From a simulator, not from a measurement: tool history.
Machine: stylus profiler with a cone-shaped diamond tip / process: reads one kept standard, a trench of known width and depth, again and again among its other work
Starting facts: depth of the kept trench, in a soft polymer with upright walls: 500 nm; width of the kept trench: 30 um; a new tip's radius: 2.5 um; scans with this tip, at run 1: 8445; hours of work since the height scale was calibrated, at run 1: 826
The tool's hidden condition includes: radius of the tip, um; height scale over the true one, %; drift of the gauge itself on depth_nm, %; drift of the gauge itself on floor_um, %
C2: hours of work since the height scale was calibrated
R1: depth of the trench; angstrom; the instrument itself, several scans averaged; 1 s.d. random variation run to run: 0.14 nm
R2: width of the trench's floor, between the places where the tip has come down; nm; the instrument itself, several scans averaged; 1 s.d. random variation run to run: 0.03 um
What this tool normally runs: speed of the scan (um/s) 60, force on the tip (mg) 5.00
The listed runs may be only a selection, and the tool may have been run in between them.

Run 1, hour 0.0: usual settings; scans with this tip 8445; C2 826. Result: R1 5113.0 angstrom, R2 26240 nm.
Run 2, hour 55.2: usual settings but force on the tip (mg) 6.60; scans with this tip 8682; C2 849. Result: R1 5138.1 angstrom, R2 26210 nm.
Run 3, hour 106.4: usual settings; scans with this tip 8902; C2 871. Result: R1 5114.5 angstrom, R2 26180 nm.
Run 4, hour 158.6: usual settings; scans with this tip 9126; C2 893. Result: R1 5111.9 angstrom, R2 26190 nm.
At hour 166.2: height scale calibrated on a step standard.
Run 5, hour 270.7: usual settings but force on the tip (mg) 3.41; scans with this tip 9605; C2 44. Result: R1 5097.7 angstrom, R2 26150 nm.
Run 6, hour 366.1: usual settings; scans with this tip 10014; C2 84. Result: R1 5120.0 angstrom, R2 26090 nm.
Run 7, hour 442.6: usual settings; scans with this tip 10342; C2 116. Result: R1 5119.6 angstrom, R2 26120 nm.
At hour 509.6: height scale calibrated on a step standard, once more.
Run 8, hour 538.7: usual settings but speed of the scan (um/s) 23, force on the tip (mg) 3.97; scans with this tip 10753; C2 12. Result: R1 5091.6 angstrom, R2 26130 nm.
Run 9, hour 646.3: usual settings but speed of the scan (um/s) 74, force on the tip (mg) 5.45; scans with this tip 11214; C2 57. Result: R1 5113.8 angstrom, R2 26040 nm.
Run 10, hour 766.6: usual settings but speed of the scan (um/s) 129, force on the tip (mg) 2.96; scans with this tip 11730; C2 108. Result: R1 5077.1 angstrom, R2 25750 nm.
Run 11, hour 890.8: usual settings but speed of the scan (um/s) 168, force on the tip (mg) 9.50; scans with this tip 12263; C2 160. Result: R1 5164.0 angstrom, R2 25880 nm.

What if the next run were any one of these 3? Each begins from the tool's condition after run 11:
Run A, hour 961.8: usual settings but speed of the scan (um/s) 29, force on the tip (mg) 13.95; scans with this tip 12568; C2 190. Result: R1 ?, R2 ?.
Run B, hour 961.8: usual settings but speed of the scan (um/s) 81, force on the tip (mg) 11.34; scans with this tip 12568; C2 190. Result: R1 ?, R2 ?.
Run C, hour 961.8: usual settings but speed of the scan (um/s) 28, force on the tip (mg) 10.60; scans with this tip 12568; C2 190. Result: R1 ?, R2 ?.

run      R1     R2
  A  5209.3  26030
  B  5185.5  25930
  C  5174.3  26040
With no hidden state in the tool, these same runs would have given:
run      R1     R2
  A  5207.2  26960
  B  5183.4  26860
  C  5172.2  26970
